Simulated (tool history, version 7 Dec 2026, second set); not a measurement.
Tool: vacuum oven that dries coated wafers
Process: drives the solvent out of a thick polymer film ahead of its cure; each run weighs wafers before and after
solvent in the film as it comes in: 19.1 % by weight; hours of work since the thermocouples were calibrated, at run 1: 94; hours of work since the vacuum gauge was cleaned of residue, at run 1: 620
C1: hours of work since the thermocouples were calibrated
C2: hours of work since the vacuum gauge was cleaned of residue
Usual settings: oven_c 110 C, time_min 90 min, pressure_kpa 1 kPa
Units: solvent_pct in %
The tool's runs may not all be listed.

run 1 hour=0 | oven_c=110 time_min=90 pressure_kpa=1 | C1=94 C2=620 | solvent_pct=1.8
run 2 hour=34.3 | oven_c=110 time_min=90 pressure_kpa=1 | C1=120 C2=647 | solvent_pct=1.82
run 3 hour=68.3 | oven_c=110 time_min=90 pressure_kpa=1 | C1=147 C2=673 | solvent_pct=1.83
run 4 hour=106.3 | oven_c=110 time_min=66 pressure_kpa=1 | C1=176 C2=703 | solvent_pct=3.03
run 5 hour=128.4 | oven_c=110 time_min=66 pressure_kpa=1 | C1=193 C2=720 | solvent_pct=3.03
run 6 hour=164.7 | oven_c=110 time_min=66 pressure_kpa=1 | C1=221 C2=748 | solvent_pct=3.03
run 7 hour=193.1 | oven_c=110 time_min=90 pressure_kpa=1 | C1=243 C2=770 | solvent_pct=1.86
run 8 hour=209.9 | oven_c=110 time_min=90 pressure_kpa=1 | C1=256 C2=783 | solvent_pct=1.87
run 9 hour=234.4 | oven_c=110 time_min=90 pressure_kpa=1 | C1=275 C2=802 | solvent_pct=1.89
run 10 hour=252.6 | oven_c=110 time_min=90 pressure_kpa=1 | C1=289 C2=816 | solvent_pct=1.9
run 11 hour=282.8 | oven_c=110 time_min=90 pressure_kpa=1 | C1=313 C2=839 | solvent_pct=1.88
run 12 hour=304 | oven_c=110 time_min=90 pressure_kpa=2.06 | C1=329 C2=856 | solvent_pct=2.4
run 13 hour=334.3 | oven_c=110 time_min=90 pressure_kpa=2.06 | C1=353 C2=879 | solvent_pct=2.41
run 14 hour=356.9 | oven_c=110 time_min=90 pressure_kpa=1 | C1=370 C2=897 | solvent_pct=1.92
run 15 hour=384.4 | oven_c=110 time_min=90 pressure_kpa=1 | C1=391 C2=918 | solvent_pct=1.89
run 16 hour=419.4 | oven_c=110 time_min=90 pressure_kpa=1 | C1=419 C2=945 | solvent_pct=1.89
run 17 hour=436.9 | oven_c=110 time_min=52 pressure_kpa=1 | C1=432 C2=959 | solvent_pct=4.29
run 18 hour=469.5 | oven_c=110 time_min=90 pressure_kpa=1 | C1=457 C2=984 | solvent_pct=1.93
run 19 hour=506 | oven_c=110 time_min=90 pressure_kpa=1 | C1=486 C2=1012 | solvent_pct=1.95
run 20 hour=527.4 | oven_c=110 time_min=90 pressure_kpa=1 | C1=502 C2=1029 | solvent_pct=1.96
run 21 hour=543.3 | oven_c=103 time_min=90 pressure_kpa=1 | C1=515 C2=1041 | solvent_pct=3.34
run 22 hour=565.5 | oven_c=103 time_min=90 pressure_kpa=1 | C1=532 C2=1058 | solvent_pct=3.33
run 23 hour=601.7 | oven_c=110 time_min=90 pressure_kpa=1 | C1=560 C2=1086 | solvent_pct=1.98
run 24 hour=636.5 | oven_c=110 time_min=109 pressure_kpa=1 | C1=587 C2=1113 | solvent_pct=1.42
run 25 hour=657.6 | oven_c=111 time_min=86 pressure_kpa=3.14 | C1=603 C2=1130 | solvent_pct=2.97
run 26 hour=679.5 | oven_c=114 time_min=106 pressure_kpa=2.42 | C1=620 C2=1147 | solvent_pct=1.67
run 27 hour=706.6 | oven_c=124 time_min=90 pressure_kpa=2.45 | C1=641 C2=1168 | solvent_pct=1.03
run 28 hour=743.8 | oven_c=97 time_min=54 pressure_kpa=0.99 | C1=670 C2=1197 | solvent_pct=7.63
run 29 hour=775.4 | oven_c=111 time_min=65 pressure_kpa=0.99 | C1=694 C2=1221 | solvent_pct=3.08
run 30 hour=791.7 | oven_c=124 time_min=131 pressure_kpa=2.27 | C1=707 C2=1234 | solvent_pct=0.83
run 31 hour=811.1 | oven_c=124 time_min=131 pressure_kpa=2.27 | C1=722 C2=1249 | solvent_pct=0.83
run 32 hour=831.7 | oven_c=123 time_min=60 pressure_kpa=1 | C1=738 C2=1265 | solvent_pct=1.36
run 33 hour=863.3 | oven_c=123 time_min=60 pressure_kpa=1.85 | C1=762 C2=1289 | solvent_pct=1.67
run 34 hour=885.4 | oven_c=123 time_min=60 pressure_kpa=1.85 | C1=780 C2=1306 | solvent_pct=1.64
run 35 hour=921.3 | oven_c=124 time_min=60 pressure_kpa=2.32 | C1=807 C2=1334 | solvent_pct=1.65
run 36 hour=953.9 | oven_c=116 time_min=60 pressure_kpa=3.07 | C1=833 C2=1359 | solvent_pct=3.26
run 37 hour=984.2 | oven_c=116 time_min=60 pressure_kpa=3.07 | C1=856 C2=1383 | solvent_pct=3.3
run 38 hour=1021.1 | oven_c=105 time_min=48 pressure_kpa=0.53 | C1=885 C2=1411 | solvent_pct=6.06
run 39 hour=1053.4 | oven_c=116 time_min=48 pressure_kpa=0.56 | C1=910 C2=1436 | solvent_pct=3.28
run 40 hour=1069.9 | oven_c=103 time_min=90 pressure_kpa=0.69 | C1=922 C2=1449 | solvent_pct=3.36
run 41 hour=1105 | oven_c=103 time_min=90 pressure_kpa=0.69 | C1=950 C2=1476 | solvent_pct=3.37
run 42 hour=1125.1 | oven_c=121 time_min=105 pressure_kpa=3.83 | C1=965 C2=1492 | solvent_pct=1.68
run 43 hour=1152.1 | oven_c=98 time_min=126 pressure_kpa=1 | C1=986 C2=1513 | solvent_pct=3.29
run 44 hour=1169.8 | oven_c=98 time_min=126 pressure_kpa=1 | C1=1000 C2=1527 | solvent_pct=3.28
run 45 hour=1194.2 | oven_c=120 time_min=55 pressure_kpa=0.75 | C1=1019 C2=1545 | solvent_pct=2.05
run 46 hour=1221.5 | oven_c=112 time_min=112 pressure_kpa=1.98 | C1=1040 C2=1567 | solvent_pct=1.73
run 47 hour=1246.7 | oven_c=110 time_min=90 pressure_kpa=1.8 | C1=1059 C2=1586 | solvent_pct=2.53

Forecast each of these 4 alternatives for the next run:
run A hour=1273.8 | oven_c=110 time_min=148 pressure_kpa=2.24 | C1=1080 C2=1607 | solvent_pct=?
run B hour=1273.8 | oven_c=101 time_min=90 pressure_kpa=1.57 | C1=1080 C2=1607 | solvent_pct=?
run C hour=1273.8 | oven_c=119 time_min=90 pressure_kpa=3.05 | C1=1080 C2=1607 | solvent_pct=?
run D hour=1273.8 | oven_c=106 time_min=76 pressure_kpa=1.81 | C1=1080 C2=1607 | solvent_pct=?

run=A solvent_pct=1.65
run=B solvent_pct=4.45
run=C solvent_pct=1.74
run=D solvent_pct=4.09
Without the tool's hidden state the same runs would have given:
run=A solvent_pct=1.38
run=B solvent_pct=3.88
run=C solvent_pct=1.48
run=D solvent_pct=3.56

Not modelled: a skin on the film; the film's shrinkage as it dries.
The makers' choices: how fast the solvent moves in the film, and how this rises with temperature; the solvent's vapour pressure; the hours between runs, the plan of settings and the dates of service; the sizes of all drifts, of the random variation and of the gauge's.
